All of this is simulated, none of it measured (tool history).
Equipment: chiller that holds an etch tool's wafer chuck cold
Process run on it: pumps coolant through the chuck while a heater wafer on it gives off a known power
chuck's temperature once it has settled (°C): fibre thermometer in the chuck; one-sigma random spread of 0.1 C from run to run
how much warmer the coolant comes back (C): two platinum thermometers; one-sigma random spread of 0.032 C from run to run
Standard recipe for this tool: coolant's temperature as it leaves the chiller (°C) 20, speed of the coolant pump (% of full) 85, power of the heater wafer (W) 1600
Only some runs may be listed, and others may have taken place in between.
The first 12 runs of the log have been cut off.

run	day	coolant's temperature as it leaves the chiller (°C)	speed of the coolant pump (% of full)	power of the heater wafer (W)	chuck's temperature once it has settled (°C)	how much warmer the coolant comes back (C)
13	54.175	20	85	1398	34.4	3.54
# day 54.758: coolant pump overhauled
14	59.829	20	85	1600	36.9	4.22
15	63.671	20	85	1600	37	4.26
16	66.754	20	85	1600	36.9	4.17
17	71.808	20	85	2027	41.8	5.43
18	76.221	20	85	2027	41.8	5.37
19	79.117	11	78	1726	30.8	5.06
20	82.521	22	90	1678	39.7	4.25
21	86.233	20	79	1972	42.7	5.69
22	89.271	22	73	1650	42	5.16
# day 94.012: coolant pump overhauled, once more
23	95.738	20	69	914	30	2.38
24	100.15	14	85	1770	31.2	3.64
25	104.229	14	60	1093	27.3	3.24
26	108.071	14	60	1093	27	3.26
27	112.333	28	66	1866	49.2	5.03
28	118.517	12	66	1759	32.4	4.85

Run 29 has not been measured yet. What should we expect?
29	122.792	21	83	1589	?	?

{"run 29": {"chuck's temperature once it has settled (°C)": 37.1, "how much warmer the coolant comes back (C)": 3.42}}
Take away the tool's hidden state, keep the run-to-run variation as it was, and the same run would have given chuck's temperature once it has settled (°C) 35.2, how much warmer the coolant comes back (C) 3.35.
